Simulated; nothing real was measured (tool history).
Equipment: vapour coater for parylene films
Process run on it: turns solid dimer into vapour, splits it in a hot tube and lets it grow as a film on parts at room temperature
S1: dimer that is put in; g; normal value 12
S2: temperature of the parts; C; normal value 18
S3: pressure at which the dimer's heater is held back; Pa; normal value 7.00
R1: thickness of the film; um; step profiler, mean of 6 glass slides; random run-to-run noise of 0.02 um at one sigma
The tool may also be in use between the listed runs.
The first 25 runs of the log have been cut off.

| run | hour | S1 | S2 | S3 | R1 |
|---|---|---|---|---|---|
| 26 | 532.0 | 8 | 18 | 4.27 | 1.29 |
| 27 | 560.5 | 12 | 30 | 8.75 | 1.31 |
| 28 | 576.8 | 12 | 18 | 3.06 | 2.04 |
| 29 | 593.1 | 18 | 14 | 7.00 | 2.97 |
| 30 | 618.6 | 18 | 27 | 7.00 | 2.23 |
| 31 | 643.2 | 18 | 27 | 7.00 | 2.16 |
| 32 | 664.1 | 14 | 27 | 7.00 | 1.73 |
| 33 | 683.8 | 19 | 18 | 4.05 | 3.06 |
| 34 | 699.5 | 10 | 12 | 4.22 | 1.83 |
| 35 | 722.9 | 6 | 10 | 4.22 | 1.16 |
| 36 | 736.3 | 12 | 23 | 7.00 | 1.56 |
| 37 | 761.5 | 12 | 23 | 7.00 | 1.58 |

3 options for the next run, each taken on its own from the tool as it stands now. Forecast them:
| A | 782.7 | 22 | 15 | 8.32 | ? |
| B | 782.7 | 7 | 23 | 7.00 | ? |
| C | 782.7 | 17 | 23 | 2.72 | ? |

| run | R1 |
|---|---|
| A | 3.31 |
| B | 0.91 |
| C | 2.54 |
Without the tool's hidden state the same runs would have given:
| run | R1 |
|---|---|
| A | 3.59 |
| B | 0.99 |
| C | 2.76 |

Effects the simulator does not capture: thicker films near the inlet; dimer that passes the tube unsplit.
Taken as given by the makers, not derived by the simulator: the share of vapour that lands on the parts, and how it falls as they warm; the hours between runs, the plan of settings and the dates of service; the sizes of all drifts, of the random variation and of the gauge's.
